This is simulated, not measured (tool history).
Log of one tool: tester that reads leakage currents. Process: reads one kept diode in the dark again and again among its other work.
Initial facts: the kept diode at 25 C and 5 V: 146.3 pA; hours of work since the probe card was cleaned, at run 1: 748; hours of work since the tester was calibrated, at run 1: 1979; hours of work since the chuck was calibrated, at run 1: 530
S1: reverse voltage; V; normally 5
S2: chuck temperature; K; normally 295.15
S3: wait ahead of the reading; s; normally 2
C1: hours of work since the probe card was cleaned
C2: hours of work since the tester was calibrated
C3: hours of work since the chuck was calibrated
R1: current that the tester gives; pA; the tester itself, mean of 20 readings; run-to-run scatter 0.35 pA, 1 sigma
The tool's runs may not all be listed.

{"run": 1, "hour": 0.0, "S1": 5, "S2": 295.15, "S3": 2, "C1": 748, "C2": 1979, "C3": 530, "R1": 125.3}
{"run": 2, "hour": 41.4, "S1": 7.18, "S2": 295.15, "S3": 2, "C1": 775, "C2": 2006, "C3": 558, "R1": 155.62}
{"run": 3, "hour": 89.9, "S1": 7.18, "S2": 295.15, "S3": 2, "C1": 807, "C2": 2038, "C3": 590, "R1": 155.42}
{"run": 4, "hour": 121.4, "S1": 5, "S2": 310.15, "S3": 2, "C1": 828, "C2": 2059, "C3": 610, "R1": 396.82}
{"run": 5, "hour": 174.4, "S1": 5, "S2": 310.15, "S3": 2, "C1": 863, "C2": 2094, "C3": 645, "R1": 399.53}
{"run": 6, "hour": 227.4, "S1": 5, "S2": 324.15, "S3": 2, "C1": 898, "C2": 2128, "C3": 680, "R1": 1058.94}
{"run": 7, "hour": 282.9, "S1": 5, "S2": 295.15, "S3": 2, "C1": 935, "C2": 2165, "C3": 717, "R1": 129.12}
{"run": 8, "hour": 313.0, "S1": 1.61, "S2": 295.15, "S3": 2, "C1": 954, "C2": 2185, "C3": 737, "R1": 66.4}
{"hour": 370.9, "done": "chuck's temperature calibrated"}
{"run": 9, "hour": 371.6, "S1": 5, "S2": 295.15, "S3": 0.54, "C1": 992, "C2": 2222, "C3": 0, "R1": 115.16}
{"run": 10, "hour": 418.0, "S1": 5, "S2": 296.15, "S3": 2, "C1": 1022, "C2": 2253, "C3": 31, "R1": 124.29}
{"run": 11, "hour": 463.0, "S1": 5, "S2": 296.15, "S3": 2, "C1": 1052, "C2": 2282, "C3": 61, "R1": 124.64}
{"run": 12, "hour": 492.2, "S1": 5, "S2": 296.15, "S3": 2, "C1": 1071, "C2": 2302, "C3": 80, "R1": 126.12}
{"run": 13, "hour": 545.7, "S1": 5, "S2": 302.15, "S3": 2, "C1": 1106, "C2": 2337, "C3": 115, "R1": 201.34}
{"run": 14, "hour": 585.1, "S1": 9.82, "S2": 318.15, "S3": 0.47, "C1": 1132, "C2": 2363, "C3": 141, "R1": 966.47}
{"run": 15, "hour": 632.7, "S1": 8.9, "S2": 295.15, "S3": 0.51, "C1": 1164, "C2": 2394, "C3": 172, "R1": 167.39}
{"hour": 638.8, "done": "tester calibrated"}
{"run": 16, "hour": 693.4, "S1": 2.56, "S2": 295.15, "S3": 0.76, "C1": 1202, "C2": 36, "C3": 211, "R1": 79.06}
{"run": 17, "hour": 745.3, "S1": 1.66, "S2": 327.15, "S3": 2.59, "C1": 1237, "C2": 70, "C3": 245, "R1": 630.17}
{"run": 18, "hour": 772.6, "S1": 1.66, "S2": 327.15, "S3": 2.59, "C1": 1255, "C2": 88, "C3": 263, "R1": 633.16}
{"run": 19, "hour": 833.1, "S1": 1.55, "S2": 295.15, "S3": 0.37, "C1": 1294, "C2": 128, "C3": 303, "R1": 59.96}
{"run": 20, "hour": 861.0, "S1": 1.55, "S2": 295.15, "S3": 0.37, "C1": 1313, "C2": 146, "C3": 322, "R1": 60.27}
{"run": 21, "hour": 911.2, "S1": 5, "S2": 325.15, "S3": 9.72, "C1": 1346, "C2": 180, "C3": 355, "R1": 1063.73}
{"run": 22, "hour": 947.6, "S1": 2.84, "S2": 310.15, "S3": 0.38, "C1": 1370, "C2": 203, "C3": 379, "R1": 270.99}
{"run": 23, "hour": 975.4, "S1": 2.84, "S2": 310.15, "S3": 0.38, "C1": 1388, "C2": 222, "C3": 397, "R1": 271.58}
{"hour": 997.3, "done": "tester calibrated, once more"}
{"run": 24, "hour": 1023.5, "S1": 5, "S2": 295.15, "S3": 3.22, "C1": 1419, "C2": 17, "C3": 427, "R1": 125.37}
{"run": 25, "hour": 1054.9, "S1": 8.73, "S2": 294.15, "S3": 3.22, "C1": 1439, "C2": 38, "C3": 448, "R1": 162.55}

Selected run-to-run steps in R1, each split into two signed amounts: the part the tool would show with no hidden state at all (from settings, incoming material and random variation), and the remainder, which goes to the hidden state together with any gauge scatter not common to the measured and the hidden-state-free results:
The tool's hidden condition here consists of: stray current of the dirty probe card, pA a volt; current scale over the true one, %; true chuck temperature over the reading, C; drift of the gauge itself on leakage_pa, %.
Run 5 -> 6: S2 310.15 -> 324.15. R1 +659.41 pA: hidden state +46.24, all else +613.17.
Run 6 -> 7: S2 324.15 -> 295.15. R1 -929.82 pA: hidden state -63.83, all else -865.99.
Run 20 -> 21: S1 1.55 -> 5, S2 295.15 -> 325.15, S3 0.37 -> 9.72. R1 +1003.46 pA: hidden state +10.6, all else +992.86.
